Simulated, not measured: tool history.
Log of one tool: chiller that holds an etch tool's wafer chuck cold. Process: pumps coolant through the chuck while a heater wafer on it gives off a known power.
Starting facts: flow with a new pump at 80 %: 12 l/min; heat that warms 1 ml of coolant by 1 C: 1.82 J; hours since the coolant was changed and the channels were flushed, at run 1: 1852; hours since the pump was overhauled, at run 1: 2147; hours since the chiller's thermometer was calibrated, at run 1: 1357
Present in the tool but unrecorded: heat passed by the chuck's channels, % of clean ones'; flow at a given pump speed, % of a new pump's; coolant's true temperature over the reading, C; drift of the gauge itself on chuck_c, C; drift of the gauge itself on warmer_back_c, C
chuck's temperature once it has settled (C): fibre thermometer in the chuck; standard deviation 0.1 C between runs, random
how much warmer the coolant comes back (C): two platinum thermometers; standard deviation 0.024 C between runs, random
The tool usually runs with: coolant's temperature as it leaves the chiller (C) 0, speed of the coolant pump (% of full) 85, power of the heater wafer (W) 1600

| run | hour | coolant's temperature as it leaves the chiller (C) | speed of the coolant pump (% of full) | power of the heater wafer (W) | hours since the coolant was changed and the channels were flushed | hours since the pump was overhauled | hours since the chiller's thermometer was calibrated | chuck's temperature once it has settled (C) | how much warmer the coolant comes back (C) |
|---|---|---|---|---|---|---|---|---|---|
| 1 | 0.0 | 0 | 85 | 1600 | 1852 | 2147 | 1357 | 10.7 | 4.09 |
| 2 | 58.5 | 0 | 85 | 1600 | 1910 | 2206 | 1416 | 10.8 | 4.08 |
| 3 | 103.5 | 0 | 85 | 1600 | 1956 | 2251 | 1461 | 10.9 | 4.12 |
| 4 | 138.8 | 0 | 85 | 1600 | 1991 | 2286 | 1496 | 10.9 | 4.05 |
| 5 | 184.0 | 0 | 85 | 1600 | 2036 | 2331 | 1541 | 10.8 | 4.09 |
| 6 | 239.2 | 0 | 85 | 1600 | 2091 | 2386 | 1596 | 10.8 | 4.12 |
| 7 | 278.9 | 0 | 85 | 1600 | 2131 | 2426 | 1636 | 10.7 | 4.11 |
| 8 | 327.2 | 0 | 85 | 1600 | 2179 | 2474 | 1684 | 10.9 | 4.07 |
| 9 | 375.0 | 0 | 85 | 1600 | 2227 | 2522 | 1732 | 11.0 | 4.10 |
| 10 | 416.1 | 0 | 85 | 1600 | 2268 | 2563 | 1773 | 10.9 | 4.10 |
| 11 | 454.7 | 0 | 85 | 1600 | 2307 | 2602 | 1812 | 10.7 | 4.06 |
| 12 | 507.2 | 0 | 85 | 1600 | 2359 | 2654 | 1864 | 10.9 | 4.05 |
| 13 | 551.1 | 0 | 85 | 1600 | 2403 | 2698 | 1908 | 11.0 | 4.06 |
| 14 | 586.4 | 0 | 85 | 1600 | 2438 | 2734 | 1943 | 10.8 | 4.05 |
| 15 | 623.9 | 0 | 85 | 1998 | 2476 | 2771 | 1981 | 13.6 | 5.08 |
| 16 | 659.5 | 0 | 85 | 1998 | 2512 | 2807 | 2017 | 13.4 | 5.02 |
| 17 | 715.4 | 0 | 85 | 1998 | 2567 | 2863 | 2072 | 13.5 | 5.10 |
| 18 | 763.0 | 9 | 85 | 1023 | 2615 | 2910 | 2120 | 16.0 | 2.58 |
| 19 | 822.4 | 9 | 85 | 1023 | 2674 | 2970 | 2179 | 15.9 | 2.56 |
| 20 | 863.5 | 9 | 85 | 1023 | 2716 | 3011 | 2221 | 15.9 | 2.52 |
| 21 | 891.4 | 9 | 85 | 1023 | 2743 | 3038 | 2248 | 15.9 | 2.56 |
| 22 | 937.3 | 9 | 85 | 1023 | 2789 | 3084 | 2294 | 15.9 | 2.53 |
| 23 | 985.0 | 2 | 67 | 1011 | 2837 | 3132 | 2342 | 10.4 | 3.26 |
| 24 | 1031.9 | -5 | 98 | 1600 | 2884 | 3179 | 2389 | 4.5 | 3.43 |
| 25 | 1079.3 | -8 | 98 | 2111 | 2931 | 3226 | 2436 | 4.6 | 4.55 |
|  | 1097.3 | chiller's thermometer calibrated |
| 26 | 1126.8 | -8 | 98 | 2111 | 2978 | 3273 | 29 | 4.7 | 4.54 |
| 27 | 1181.7 | -8 | 98 | 2111 | 3033 | 3328 | 84 | 4.6 | 4.53 |
| 28 | 1217.1 | -1 | 64 | 1600 | 3068 | 3363 | 120 | 13.1 | 5.46 |
| 29 | 1248.5 | -1 | 86 | 1074 | 3100 | 3395 | 151 | 6.2 | 2.63 |
| 30 | 1299.0 | -10 | 86 | 1074 | 3150 | 3445 | 202 | -2.8 | 2.63 |
| 31 | 1333.8 | 7 | 94 | 1600 | 3185 | 3480 | 236 | 16.7 | 3.53 |

Predict each of these 4 candidate next runs independently; none follows another, all start after run 31:
| A | 1363.9 | 7 | 64 | 1600 | 3215 | 3510 | 267 | ? | ? |
| B | 1363.9 | -1 | 88 | 1600 | 3215 | 3510 | 267 | ? | ? |
| C | 1363.9 | 3 | 78 | 2394 | 3215 | 3510 | 267 | ? | ? |
| D | 1363.9 | -5 | 94 | 1187 | 3215 | 3510 | 267 | ? | ? |

| run | chuck's temperature once it has settled (C) | how much warmer the coolant comes back (C) |
|---|---|---|
| A | 20.9 | 5.52 |
| B | 9.4 | 3.83 |
| C | 20.6 | 6.67 |
| D | 2.2 | 2.61 |
Take away the tool's hidden state, keep each run's random variation, and the runs would have read:
| run | chuck's temperature once it has settled (C) | how much warmer the coolant comes back (C) |
|---|---|---|
| A | 20.9 | 5.66 |
| B | 9.4 | 3.97 |
| C | 20.6 | 6.81 |
| D | 2.2 | 2.75 |
